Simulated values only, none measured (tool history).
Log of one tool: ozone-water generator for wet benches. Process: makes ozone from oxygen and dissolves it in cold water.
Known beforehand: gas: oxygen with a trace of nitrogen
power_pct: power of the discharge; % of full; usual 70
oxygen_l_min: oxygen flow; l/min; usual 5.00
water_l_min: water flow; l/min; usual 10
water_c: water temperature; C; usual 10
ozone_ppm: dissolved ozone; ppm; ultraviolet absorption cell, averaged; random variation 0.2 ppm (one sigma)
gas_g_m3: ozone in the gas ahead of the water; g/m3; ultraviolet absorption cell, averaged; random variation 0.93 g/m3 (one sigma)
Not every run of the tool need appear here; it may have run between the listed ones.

Run 1, hour 0.0: usual settings. Result: ozone_ppm 29.4 ppm, gas_g_m3 157.8 g/m3.
Run 2, hour 169.2: usual settings. Result: ozone_ppm 29.6 ppm, gas_g_m3 156.4 g/m3.
Run 3, hour 247.4: usual settings. Result: ozone_ppm 29.6 ppm, gas_g_m3 155.2 g/m3.
Run 4, hour 408.3: usual settings. Result: ozone_ppm 29.1 ppm, gas_g_m3 156.6 g/m3.
Run 5, hour 543.8: usual settings. Result: ozone_ppm 29.5 ppm, gas_g_m3 156.3 g/m3.
Run 6, hour 647.9: usual settings. Result: ozone_ppm 29.1 ppm, gas_g_m3 155.5 g/m3.
Run 7, hour 774.1: usual settings. Result: ozone_ppm 29.3 ppm, gas_g_m3 155.4 g/m3.
Run 8, hour 878.4: usual settings. Result: ozone_ppm 29.3 ppm, gas_g_m3 155.0 g/m3.
Run 9, hour 1007.6: usual settings. Result: ozone_ppm 29.2 ppm, gas_g_m3 154.6 g/m3.
Run 10, hour 1176.1: usual settings. Result: ozone_ppm 29.5 ppm, gas_g_m3 155.8 g/m3.
Run 11, hour 1308.0: usual settings but oxygen_l_min 7.07 l/min. Result: ozone_ppm 27.5 ppm, gas_g_m3 126.4 g/m3.
Run 12, hour 1473.9: usual settings but water_c 12 C. Result: ozone_ppm 28.6 ppm, gas_g_m3 154.3 g/m3.
Run 13, hour 1612.7: usual settings but power_pct 65 % of full, water_c 14 C. Result: ozone_ppm 25.8 ppm, gas_g_m3 144.5 g/m3.
Run 14, hour 1728.4: usual settings but power_pct 65 % of full, water_c 14 C. Result: ozone_ppm 25.8 ppm, gas_g_m3 145.9 g/m3.
Run 15, hour 1917.2: usual settings but oxygen_l_min 3.10 l/min, water_l_min 8 l/min. Result: ozone_ppm 36.0 ppm, gas_g_m3 202.4 g/m3.
Run 16, hour 2094.9: usual settings but power_pct 75 % of full, oxygen_l_min 3.10 l/min, water_l_min 8 l/min. Result: ozone_ppm 38.2 ppm, gas_g_m3 218.2 g/m3.
Run 17, hour 2196.1: usual settings but power_pct 48 % of full, oxygen_l_min 3.10 l/min, water_l_min 8 l/min. Result: ozone_ppm 27.2 ppm, gas_g_m3 152.9 g/m3.
Run 18, hour 2287.0: usual settings but power_pct 93 % of full, oxygen_l_min 3.10 l/min, water_l_min 13 l/min. Result: ozone_ppm 30.3 ppm, gas_g_m3 258.5 g/m3.
Run 19, hour 2412.0: usual settings but power_pct 93 % of full, oxygen_l_min 3.10 l/min, water_l_min 13 l/min. Result: ozone_ppm 30.0 ppm, gas_g_m3 254.8 g/m3.
Run 20, hour 2553.8: usual settings but power_pct 65 % of full, water_c 14 C. Result: ozone_ppm 25.9 ppm, gas_g_m3 144.6 g/m3.
Run 21, hour 2732.4: usual settings but power_pct 65 % of full, water_l_min 6 l/min, water_c 6 C. Result: ozone_ppm 41.1 ppm, gas_g_m3 142.8 g/m3.

What if the next run were any one of these 4? Each begins from the tool's condition after run 21:
Run A, hour 2874.9: usual settings but power_pct 65 % of full, oxygen_l_min 6.91 l/min, water_l_min 6 l/min, water_c 6 C. Result: ozone_ppm ?, gas_g_m3 ?.
Run B, hour 2874.9: usual settings but power_pct 45 % of full, water_l_min 6 l/min, water_c 6 C. Result: ozone_ppm ?, gas_g_m3 ?.
Run C, hour 2874.9: usual settings but power_pct 65 % of full, oxygen_l_min 4.27 l/min, water_l_min 14 l/min, water_c 11 C. Result: ozone_ppm ?, gas_g_m3 ?.
Run D, hour 2874.9: usual settings but power_pct 65 % of full, oxygen_l_min 4.48 l/min, water_l_min 7 l/min, water_c 6 C. Result: ozone_ppm ?, gas_g_m3 ?.

run  ozone_ppm  gas_g_m3
  A       37.6     118.9
  B       30.6     108.9
  C       21.3     158.2
  D       38.5     154.3
With the hidden condition removed and each run's random variation left untouched, the same runs would have given:
run  ozone_ppm  gas_g_m3
  A       37.6     121.4
  B       30.6     111.2
  C       21.3     161.5
  D       38.5     157.5
